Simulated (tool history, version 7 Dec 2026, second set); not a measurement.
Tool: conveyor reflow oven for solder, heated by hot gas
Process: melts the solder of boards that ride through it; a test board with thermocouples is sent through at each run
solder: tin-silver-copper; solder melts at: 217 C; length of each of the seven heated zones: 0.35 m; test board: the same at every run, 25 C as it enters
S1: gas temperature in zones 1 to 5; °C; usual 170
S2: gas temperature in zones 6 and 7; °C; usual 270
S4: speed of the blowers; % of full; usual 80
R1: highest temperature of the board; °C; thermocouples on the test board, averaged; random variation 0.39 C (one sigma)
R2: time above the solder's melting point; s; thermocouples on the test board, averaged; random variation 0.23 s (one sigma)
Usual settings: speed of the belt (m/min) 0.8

{"run": 1, "hour": 0.0, "S1": 170, "S2": 270, "speed of the belt (m/min)": 0.8, "S4": 80, "R1": 256.5, "R2": 41.3}
{"run": 2, "hour": 17.9, "S1": 170, "S2": 270, "speed of the belt (m/min)": 0.8, "S4": 80, "R1": 256.3, "R2": 41.2}
{"run": 3, "hour": 48.7, "S1": 170, "S2": 270, "speed of the belt (m/min)": 0.8, "S4": 80, "R1": 255.8, "R2": 41.3}
{"run": 4, "hour": 77.3, "S1": 170, "S2": 270, "speed of the belt (m/min)": 0.955, "S4": 80, "R1": 250.7, "R2": 31.1}
{"run": 5, "hour": 103.4, "S1": 170, "S2": 270, "speed of the belt (m/min)": 0.955, "S4": 80, "R1": 249.7, "R2": 31.3}
{"run": 6, "hour": 118.5, "S1": 170, "S2": 270, "speed of the belt (m/min)": 0.8, "S4": 80, "R1": 256.1, "R2": 41.2}
{"run": 7, "hour": 148.4, "S1": 170, "S2": 270, "speed of the belt (m/min)": 0.8, "S4": 80, "R1": 256, "R2": 40.9}
{"run": 8, "hour": 165.5, "S1": 170, "S2": 270, "speed of the belt (m/min)": 0.8, "S4": 80, "R1": 255.4, "R2": 40.7}
{"run": 9, "hour": 187.5, "S1": 170, "S2": 270, "speed of the belt (m/min)": 0.8, "S4": 80, "R1": 255.5, "R2": 41}
{"hour": 193.4, "done": "belt drive overhauled, speed set with a stopwatch"}
{"run": 10, "hour": 214.5, "S1": 170, "S2": 270, "speed of the belt (m/min)": 0.8, "S4": 80, "R1": 255.3, "R2": 41.2}
{"run": 11, "hour": 248.5, "S1": 170, "S2": 270, "speed of the belt (m/min)": 0.8, "S4": 80, "R1": 255.9, "R2": 40.8}
{"run": 12, "hour": 276.9, "S1": 170, "S2": 270, "speed of the belt (m/min)": 0.8, "S4": 80, "R1": 255.7, "R2": 40.8}
{"run": 13, "hour": 303.6, "S1": 170, "S2": 270, "speed of the belt (m/min)": 0.8, "S4": 80, "R1": 255.3, "R2": 41}
{"hour": 315.4, "done": "belt drive overhauled, speed set with a stopwatch, once more"}
{"run": 14, "hour": 323.5, "S1": 170, "S2": 270, "speed of the belt (m/min)": 0.8, "S4": 80, "R1": 254.5, "R2": 39.5}
{"run": 15, "hour": 341.7, "S1": 174, "S2": 270, "speed of the belt (m/min)": 0.8, "S4": 80, "R1": 254.8, "R2": 40.1}
{"run": 16, "hour": 367.2, "S1": 174, "S2": 270, "speed of the belt (m/min)": 0.8, "S4": 80, "R1": 255, "R2": 39.9}
{"run": 17, "hour": 385.9, "S1": 176, "S2": 276, "speed of the belt (m/min)": 0.949, "S4": 90, "R1": 256, "R2": 34.4}
{"run": 18, "hour": 411.2, "S1": 176, "S2": 276, "speed of the belt (m/min)": 0.949, "S4": 90, "R1": 256.7, "R2": 34.6}

Forecast run 19:
{"run": 19, "hour": 433.4, "S1": 170, "S2": 266, "speed of the belt (m/min)": 0.863, "S4": 68, "R1": "?", "R2": "?"}

Run 19 gave R1 244.2 °C, R2 30.2 s.
Without the tool's hidden state the same run would have given R1 246.3 °C, R2 32 s.
